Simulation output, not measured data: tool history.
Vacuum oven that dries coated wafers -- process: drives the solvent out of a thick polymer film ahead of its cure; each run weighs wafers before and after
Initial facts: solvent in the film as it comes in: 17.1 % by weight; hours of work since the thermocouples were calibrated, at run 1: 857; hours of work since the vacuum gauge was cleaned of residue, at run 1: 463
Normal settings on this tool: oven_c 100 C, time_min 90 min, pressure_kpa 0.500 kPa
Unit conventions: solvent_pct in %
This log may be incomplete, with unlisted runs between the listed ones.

run	day	oven_c	time_min	pressure_kpa	hours of work since the thermocouples were calibrated	hours of work since the vacuum gauge was cleaned of residue	solvent_pct
1	0.000	100	90	0.500	857	463	2.20
2	0.883	100	90	0.500	866	472	2.18
3	1.392	100	90	0.500	872	477	2.24
4	2.238	100	90	0.500	880	486	2.22
5	2.775	114	90	0.500	886	491	0.46
6	3.425	114	90	0.500	893	498	0.44
7	4.471	100	90	0.500	903	509	2.19
8	5.283	100	90	0.500	912	517	2.16
9	6.304	100	90	0.259	922	528	2.04
10	7.317	100	90	0.521	933	538	2.20
11	8.083	100	90	0.521	941	546	2.20
12	8.788	102	70	1.594	948	553	3.22
13	9.779	113	150	0.919	958	564	0.42
14	10.900	88	105	0.343	970	575	4.45
15	11.567	107	159	0.861	977	582	0.53

Forecast run 16:
16	12.592	107	159	0.861	987	593	?

solvent_pct: 0.57 %
The same run, on a tool lacking any hidden state, would have yielded solvent_pct 0.57 %.

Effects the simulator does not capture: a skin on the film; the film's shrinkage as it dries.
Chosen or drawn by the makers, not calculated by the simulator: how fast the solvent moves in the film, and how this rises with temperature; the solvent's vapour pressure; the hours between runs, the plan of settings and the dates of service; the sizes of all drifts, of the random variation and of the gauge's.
